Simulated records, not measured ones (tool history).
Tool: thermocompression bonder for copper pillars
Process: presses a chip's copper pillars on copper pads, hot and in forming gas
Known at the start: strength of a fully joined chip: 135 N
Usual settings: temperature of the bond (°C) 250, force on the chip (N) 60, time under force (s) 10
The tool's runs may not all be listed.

run,hour,temperature of the bond (°C),force on the chip (N),time under force (s),force that shears a chip off (N)
1,0.0,250,60,10,48.1
2,10.2,250,60,5,35.5
3,19.2,250,60,10,47.7
4,35.4,250,54,10,44.2
5,55.2,255,54,10,46.6
6,73.3,269,60,10,58.4
7,86.9,269,60,10,58.1
8,105.3,269,60,10,57.6
9,116.0,250,65,10,51.6
10,134.3,250,60,10,47.7
11,152.3,250,60,10,47.4
12,172.0,250,60,10,47.7
13,182.1,250,60,10,48.4
14,197.5,250,60,10,47.8
15,210.7,250,60,10,47.7
16,222.6,250,60,15,55.6
# hour 226.0: forming gas filter changed
17,234.6,250,60,15,55.7
18,245.3,250,41,15,42.1
19,263.4,250,44,10,36.9
20,280.5,250,44,10,37.0
21,298.4,250,44,10,37.2
22,314.2,224,54,16,39.7
23,328.7,224,54,16,40.7
24,345.3,229,38,10,25.3
25,365.0,229,38,10,25.1
26,384.7,262,60,10,53.8
27,398.1,252,60,8,44.5
28,414.9,263,59,9,51.1
29,432.7,262,36,5,26.1
30,445.0,244,76,9,51.7
31,462.8,270,44,22,62.8
32,473.0,267,56,8,48.9
33,484.4,260,44,5,31.0
34,493.1,263,46,5,33.4
35,509.1,238,67,17,55.7
36,526.5,238,67,17,56.3
37,534.8,251,79,27,83.3
38,552.1,251,79,27,83.3
39,568.9,279,38,7,38.0
40,577.1,223,64,23,52.2
41,589.7,229,60,16,45.5

3 ways to go on from here, each from the tool as it stands after run 41. What would each give?
A,606.0,229,50,15,?
B,606.0,250,60,10,?
C,606.0,227,75,10,?

run,force that shears a chip off (N)
A,38.0
B,48.2
C,44.1
Without the tool's hidden state the same runs would have given:
run,force that shears a chip off (N)
A,38.3
B,48.5
C,44.4
